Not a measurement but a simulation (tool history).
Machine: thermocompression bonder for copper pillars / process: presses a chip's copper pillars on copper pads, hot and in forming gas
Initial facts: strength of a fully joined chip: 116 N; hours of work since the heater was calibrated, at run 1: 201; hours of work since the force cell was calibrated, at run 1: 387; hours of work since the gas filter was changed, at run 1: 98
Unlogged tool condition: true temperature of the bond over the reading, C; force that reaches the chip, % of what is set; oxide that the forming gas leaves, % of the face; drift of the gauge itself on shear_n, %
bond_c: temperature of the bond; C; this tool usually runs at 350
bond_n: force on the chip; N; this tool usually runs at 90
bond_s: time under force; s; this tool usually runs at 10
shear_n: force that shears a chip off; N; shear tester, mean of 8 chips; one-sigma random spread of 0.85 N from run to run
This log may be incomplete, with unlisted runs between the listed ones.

run,hour,bond_c,bond_n,bond_s,hours of work since the heater was calibrated,hours of work since the force cell was calibrated,hours of work since the gas filter was changed,shear_n
1,0.0,350,90,10,201,387,98,69.6
2,31.7,379,90,10,225,410,122,87.3
3,68.2,379,90,10,252,438,149,87.7
4,104.9,379,90,10,279,465,176,86.6
# hour 146.0: forming gas filter changed
5,154.6,378,90,10,316,502,6,88.5
6,196.8,378,90,10,347,533,38,87.6
7,231.4,350,90,10,373,559,64,69.0
8,283.6,350,90,10,412,598,103,69.0
9,332.3,350,90,10,448,634,139,69.2
10,362.6,350,90,10,471,657,161,69.1
11,412.0,350,90,10,508,694,198,68.1
# hour 420.9: forming gas filter changed
12,456.5,350,90,10,541,726,27,70.5
13,487.7,350,90,10,564,750,50,69.6
14,522.1,350,90,10,590,775,75,68.0
15,548.5,350,90,30,609,795,95,92.1
16,579.7,350,90,11,633,818,118,70.0
17,639.3,350,90,11,677,863,163,70.7
# hour 696.7: forming gas filter changed
18,700.2,350,90,11,722,908,3,71.5
19,752.7,350,90,11,761,947,42,70.0
20,780.9,350,90,6,782,968,63,58.4
21,813.5,350,90,6,806,992,87,58.8
22,855.4,345,90,10,838,1024,118,65.8
23,913.6,328,71,8,881,1067,162,42.3
24,950.1,375,85,10,908,1094,189,83.4
# hour 972.7: forming gas filter changed
25,980.7,375,57,10,931,1117,6,68.2
# hour 1029.2: force cell calibrated
26,1037.8,368,86,16,972,6,47,88.2
27,1080.8,362,60,9,1004,38,79,59.6
28,1115.3,320,69,10,1030,64,105,40.7
29,1161.4,345,71,12,1064,99,140,60.7
30,1191.6,366,71,9,1087,121,162,68.0
31,1227.4,342,90,24,1114,148,189,82.4
# hour 1249.8: forming gas filter changed
32,1257.2,360,108,26,1135,170,5,101.4
33,1304.6,368,72,7,1171,205,41,65.6
34,1333.4,368,72,11,1192,226,62,74.1
35,1388.7,343,70,6,1233,268,104,45.1
36,1422.2,343,70,6,1258,293,128,45.3
37,1463.5,366,70,21,1289,323,159,84.8
38,1500.8,350,54,7,1317,351,187,46.2
# hour 1510.6: heater calibrated with a thermocouple chip
# hour 1524.7: forming gas filter changed
39,1544.5,366,99,7,25,382,15,75.9

Hidden state at the last listed run before each entry between runs and at the first one after, where it differs:
From run 4 to run 5: forming gas filter changed (hour 146.0)
  oxide that the forming gas leaves, % of the face: 0.89 -> 0.51
From run 11 to run 12: forming gas filter changed (hour 420.9)
  true temperature of the bond over the reading, C: -0.2 -> -0.3; oxide that the forming gas leaves, % of the face: 0.92 -> 0.56
From run 17 to run 18: forming gas filter changed (hour 696.7)
  oxide that the forming gas leaves, % of the face: 0.84 -> 0.51
From run 24 to run 25: forming gas filter changed (hour 972.7)
  oxide that the forming gas leaves, % of the face: 0.9 -> 0.52
From run 25 to run 26: force cell calibrated (hour 1029.2)
  force that reaches the chip, % of what is set: 100.3 -> 100; oxide that the forming gas leaves, % of the face: 0.52 -> 0.61
From run 31 to run 32: forming gas filter changed (hour 1249.8)
  oxide that the forming gas leaves, % of the face: 0.9 -> 0.52
From run 38 to run 39: heater calibrated with a thermocouple chip (hour 1510.6); forming gas filter changed (hour 1524.7)
  true temperature of the bond over the reading, C: -0.5 -> 0; oxide that the forming gas leaves, % of the face: 0.88 -> 0.54
